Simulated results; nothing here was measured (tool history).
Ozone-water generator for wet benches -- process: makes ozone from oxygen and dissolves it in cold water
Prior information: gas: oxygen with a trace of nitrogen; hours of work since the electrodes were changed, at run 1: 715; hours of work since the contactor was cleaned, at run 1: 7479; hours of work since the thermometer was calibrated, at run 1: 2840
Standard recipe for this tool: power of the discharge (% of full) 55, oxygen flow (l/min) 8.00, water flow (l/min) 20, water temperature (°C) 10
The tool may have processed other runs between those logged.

| run | hour | power of the discharge (% of full) | oxygen flow (l/min) | water flow (l/min) | water temperature (°C) | hours of work since the electrodes were changed | hours of work since the contactor was cleaned | hours of work since the thermometer was calibrated | dissolved ozone (ppm) | ozone in the gas ahead of the water (g/m3) |
|---|---|---|---|---|---|---|---|---|---|---|
| 1 | 0.0 | 55 | 8.00 | 20 | 10 | 715 | 7479 | 2840 | 32.1 | 201.7 |
| 2 | 24.1 | 55 | 8.00 | 20 | 10 | 739 | 7503 | 2864 | 31.9 | 201.2 |
| 3 | 73.1 | 55 | 8.00 | 20 | 10 | 786 | 7550 | 2912 | 31.9 | 201.4 |
| 4 | 121.4 | 55 | 8.00 | 20 | 10 | 834 | 7597 | 2959 | 32.5 | 200.3 |
| 5 | 171.9 | 55 | 8.00 | 20 | 10 | 883 | 7646 | 3008 | 31.8 | 200.9 |
| 6 | 219.2 | 55 | 8.00 | 20 | 10 | 929 | 7693 | 3054 | 32.2 | 200.4 |
| 7 | 249.7 | 55 | 8.00 | 20 | 10 | 958 | 7722 | 3083 | 31.7 | 200.5 |
| 8 | 293.4 | 55 | 8.00 | 20 | 10 | 1001 | 7765 | 3126 | 31.9 | 201.0 |
| 9 | 333.8 | 55 | 8.00 | 20 | 10 | 1040 | 7804 | 3165 | 32.3 | 198.5 |
| 10 | 366.5 | 55 | 8.00 | 20 | 10 | 1072 | 7836 | 3197 | 31.9 | 195.7 |
|  | 407.5 | water thermometer calibrated |
| 11 | 409.5 | 55 | 8.00 | 20 | 10 | 1114 | 7877 | 2 | 31.9 | 198.9 |
| 12 | 436.4 | 55 | 8.00 | 20 | 17 | 1140 | 7904 | 28 | 28.4 | 199.5 |
| 13 | 483.1 | 55 | 8.00 | 20 | 17 | 1185 | 7949 | 74 | 28.4 | 198.8 |
| 14 | 510.9 | 55 | 8.00 | 20 | 17 | 1212 | 7976 | 101 | 28.3 | 200.3 |
| 15 | 542.0 | 49 | 8.00 | 19 | 17 | 1243 | 8006 | 131 | 26.7 | 184.6 |
| 16 | 569.5 | 93 | 10.86 | 16 | 17 | 1269 | 8033 | 158 | 43.5 | 236.9 |
| 17 | 610.2 | 86 | 5.68 | 27 | 18 | 1309 | 8073 | 197 | 32.2 | 342.8 |
| 18 | 647.0 | 86 | 5.68 | 27 | 18 | 1345 | 8109 | 233 | 32.3 | 345.7 |
| 19 | 686.1 | 86 | 9.96 | 27 | 18 | 1383 | 8147 | 271 | 30.0 | 237.3 |
| 20 | 735.7 | 86 | 9.96 | 27 | 18 | 1431 | 8195 | 320 | 30.4 | 237.6 |
| 21 | 774.3 | 97 | 8.00 | 14 | 10 | 1469 | 8233 | 357 | 59.7 | 300.7 |
| 22 | 797.8 | 97 | 8.00 | 14 | 10 | 1492 | 8255 | 380 | 59.1 | 296.9 |
| 23 | 847.9 | 97 | 4.17 | 14 | 13 | 1540 | 8304 | 429 | 63.4 | 456.2 |
| 24 | 884.6 | 55 | 6.61 | 20 | 12 | 1576 | 8340 | 465 | 31.6 | 224.8 |

Run 25 has not been measured yet. What should we expect?
| 25 | 916.3 | 55 | 6.61 | 20 | 12 | 1607 | 8371 | 495 | ? | ? |

For run 25 the tool returned dissolved ozone (ppm) 31.7, ozone in the gas ahead of the water (g/m3) 224.5.
Without the tool's hidden state the same run would have given dissolved ozone (ppm) 33.3, ozone in the gas ahead of the water (g/m3) 230.0.
